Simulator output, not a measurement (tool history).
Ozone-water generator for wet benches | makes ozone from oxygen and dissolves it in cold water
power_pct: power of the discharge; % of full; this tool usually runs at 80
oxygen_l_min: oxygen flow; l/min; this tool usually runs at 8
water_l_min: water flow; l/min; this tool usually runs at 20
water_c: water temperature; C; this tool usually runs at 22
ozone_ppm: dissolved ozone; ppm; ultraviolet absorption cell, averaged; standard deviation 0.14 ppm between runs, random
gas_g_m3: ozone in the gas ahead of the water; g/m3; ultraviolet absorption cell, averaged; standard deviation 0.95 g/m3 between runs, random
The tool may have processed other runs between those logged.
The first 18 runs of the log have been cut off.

run,hour,power_pct,oxygen_l_min,water_l_min,water_c,ozone_ppm,gas_g_m3
19,1664.5,80,8,13,15,23.2,142.3
20,1732.9,80,6.66,20,18,15.6,155
21,1818.9,80,6.66,20,18,15.4,153.1
22,1921.6,90,12.32,31,25,10.4,131.3
23,2031.8,90,12.32,31,25,10.4,131.4
24,2134.6,90,12.32,31,25,10.2,131
25,2233.4,90,12.32,31,25,10.3,130.5
26,2330.5,57,8,21,22,10.5,107.9

Estimate the outcome of run 27 from the log above:
27,2402,57,8,21,22,?,?

Logged for run 27: ozone_ppm 10.7 ppm, gas_g_m3 110.8 g/m3.
Without the tool's hidden state the same run would have given ozone_ppm 12.3 ppm, gas_g_m3 123.1 g/m3.

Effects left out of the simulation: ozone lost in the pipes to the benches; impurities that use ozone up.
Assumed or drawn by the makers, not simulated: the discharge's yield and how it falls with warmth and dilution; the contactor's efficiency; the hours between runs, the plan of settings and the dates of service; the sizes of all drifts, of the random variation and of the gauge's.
